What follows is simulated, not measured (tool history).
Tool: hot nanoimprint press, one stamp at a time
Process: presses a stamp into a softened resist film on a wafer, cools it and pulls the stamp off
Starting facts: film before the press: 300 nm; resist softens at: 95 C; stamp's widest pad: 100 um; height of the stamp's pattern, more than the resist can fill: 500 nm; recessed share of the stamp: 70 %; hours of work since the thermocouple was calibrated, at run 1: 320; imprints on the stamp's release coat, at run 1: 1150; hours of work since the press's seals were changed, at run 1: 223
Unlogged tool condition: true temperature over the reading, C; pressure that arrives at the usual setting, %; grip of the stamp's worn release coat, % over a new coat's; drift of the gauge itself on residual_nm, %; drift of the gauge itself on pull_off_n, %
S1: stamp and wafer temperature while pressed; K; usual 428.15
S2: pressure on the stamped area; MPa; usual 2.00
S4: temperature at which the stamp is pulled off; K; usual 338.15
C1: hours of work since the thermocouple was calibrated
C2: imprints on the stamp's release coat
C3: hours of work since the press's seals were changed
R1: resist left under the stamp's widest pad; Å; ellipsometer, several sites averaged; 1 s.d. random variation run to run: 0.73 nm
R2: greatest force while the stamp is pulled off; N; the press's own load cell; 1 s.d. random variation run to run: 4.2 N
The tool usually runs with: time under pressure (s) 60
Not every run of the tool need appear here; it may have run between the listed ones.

Run 1, hour 0.0: usual settings; C1 320; C2 1150; C3 223. Result: R1 1350 Å, R2 237 N.
Run 2, hour 65.1: usual settings; C1 348; C2 1299; C3 251. Result: R1 1330 Å, R2 242 N.
Run 3, hour 108.7: usual settings but S1 431.15 K; C1 367; C2 1398; C3 270. Result: R1 1118 Å, R2 245 N.
Run 4, hour 177.5: usual settings but S1 431.15 K; C1 398; C2 1554; C3 301. Result: R1 1128 Å, R2 247 N.
At hour 186.3: plate thermocouple calibrated.
Run 5, hour 238.3: usual settings but S1 431.15 K; C1 23; C2 1686; C3 326. Result: R1 1218 Å, R2 258 N.
Run 6, hour 295.2: usual settings; C1 48; C2 1815; C3 351. Result: R1 1417 Å, R2 269 N.
Run 7, hour 344.5: usual settings; C1 70; C2 1928; C3 373. Result: R1 1410 Å, R2 259 N.
Run 8, hour 377.0: usual settings but S1 424.15 K; C1 84; C2 2002; C3 387. Result: R1 1750 Å, R2 262 N.
Run 9, hour 428.2: usual settings but S1 424.15 K; C1 107; C2 2118; C3 410. Result: R1 1735 Å, R2 279 N.
Run 10, hour 483.5: usual settings but S1 424.15 K; C1 131; C2 2244; C3 434. Result: R1 1736 Å, R2 277 N.
At hour 513.8: stamp cleaned and given a new release coat.
Run 11, hour 542.3: usual settings but S1 424.15 K; C1 154; C2 65; C3 457. Result: R1 1729 Å, R2 206 N.
Run 12, hour 611.5: usual settings but S1 424.15 K; C1 185; C2 223; C3 488. Result: R1 1707 Å, R2 212 N.
Run 13, hour 657.9: usual settings but S1 424.15 K; C1 205; C2 328; C3 508. Result: R1 1693 Å, R2 210 N.
Run 14, hour 707.1: usual settings but S1 424.15 K; C1 227; C2 440; C3 530. Result: R1 1693 Å, R2 215 N.
Run 15, hour 773.8: usual settings but S2 2.14 MPa, time under pressure (s) 41; C1 256; C2 592; C3 559. Result: R1 1522 Å, R2 223 N.
Run 16, hour 803.4: usual settings but S1 434.15 K, S2 2.09 MPa, time under pressure (s) 98, S4 343.15 K; C1 269; C2 659; C3 572. Result: R1 761 Å, R2 198 N.
Run 17, hour 845.9: usual settings but S1 438.15 K, S2 1.74 MPa, time under pressure (s) 32, S4 336.15 K; C1 288; C2 756; C3 591. Result: R1 1086 Å, R2 246 N.
Run 18, hour 875.4: usual settings but S2 1.74 MPa, time under pressure (s) 54, S4 336.15 K; C1 301; C2 823; C3 604. Result: R1 1499 Å, R2 235 N.
Run 19, hour 910.3: usual settings but S1 429.15 K, S2 1.26 MPa, time under pressure (s) 34; C1 316; C2 903; C3 619. Result: R1 1865 Å, R2 224 N.
Run 20, hour 956.7: usual settings but S1 433.15 K, S2 1.54 MPa, time under pressure (s) 34; C1 337; C2 1008; C3 640. Result: R1 1427 Å, R2 233 N.
Run 21, hour 993.5: usual settings but S1 435.15 K, S2 2.54 MPa, time under pressure (s) 56; C1 353; C2 1092; C3 656. Result: R1 825 Å, R2 229 N.
Run 22, hour 1051.5: usual settings but time under pressure (s) 61, S4 330.15 K; C1 378; C2 1224; C3 682. Result: R1 1314 Å, R2 293 N.
Run 23, hour 1096.4: usual settings but time under pressure (s) 61, S4 330.15 K; C1 398; C2 1326; C3 701. Result: R1 1306 Å, R2 276 N.
At hour 1103.3: plate thermocouple calibrated.
Run 24, hour 1147.5: usual settings but S1 433.15 K, S2 2.06 MPa, time under pressure (s) 53, S4 344.15 K; C1 19; C2 1436; C3 723. Result: R1 1123 Å, R2 217 N.
Run 25, hour 1203.5: usual settings but S1 433.15 K, S2 2.06 MPa, time under pressure (s) 53, S4 344.15 K; C1 44; C2 1563; C3 747. Result: R1 1120 Å, R2 218 N.
Run 26, hour 1266.7: usual settings but S1 433.15 K, S2 3.15 MPa, time under pressure (s) 53, S4 341.15 K; C1 72; C2 1707; C3 775. Result: R1 928 Å, R2 242 N.
Run 27, hour 1329.8: usual settings but S1 421.15 K, S2 1.82 MPa, time under pressure (s) 65, S4 336.15 K; C1 100; C2 1851; C3 803. Result: R1 2019 Å, R2 269 N.
Run 28, hour 1386.1: usual settings but time under pressure (s) 40, S4 342.15 K; C1 125; C2 1979; C3 828. Result: R1 1633 Å, R2 236 N.

5 ways to go on from here, each from the tool as it stands after run 28. What would each give?
Run A, hour 1456.8: usual settings but S1 435.15 K, S2 1.66 MPa, S4 345.15 K; C1 156; C2 2140; C3 859. Result: R1 ?, R2 ?.
Run B, hour 1456.8: usual settings but time under pressure (s) 41, S4 342.15 K; C1 156; C2 2140; C3 859. Result: R1 ?, R2 ?.
Run C, hour 1456.8: usual settings but S2 2.12 MPa, time under pressure (s) 74, S4 328.15 K; C1 156; C2 2140; C3 859. Result: R1 ?, R2 ?.
Run D, hour 1456.8: usual settings but S2 1.26 MPa, time under pressure (s) 40, S4 342.15 K; C1 156; C2 2140; C3 859. Result: R1 ?, R2 ?.
Run E, hour 1456.8: usual settings but S1 432.15 K, S4 323.15 K; C1 156; C2 2140; C3 859. Result: R1 ?, R2 ?.

run    R1   R2
  A  1015  225
  B  1601  248
  C  1247  339
  D  1895  253
  E  1106  374
With no hidden state in the tool, these same runs would have given:
run    R1   R2
  A  1043  172
  B  1638  188
  C  1279  256
  D  1937  192
  E  1135  282

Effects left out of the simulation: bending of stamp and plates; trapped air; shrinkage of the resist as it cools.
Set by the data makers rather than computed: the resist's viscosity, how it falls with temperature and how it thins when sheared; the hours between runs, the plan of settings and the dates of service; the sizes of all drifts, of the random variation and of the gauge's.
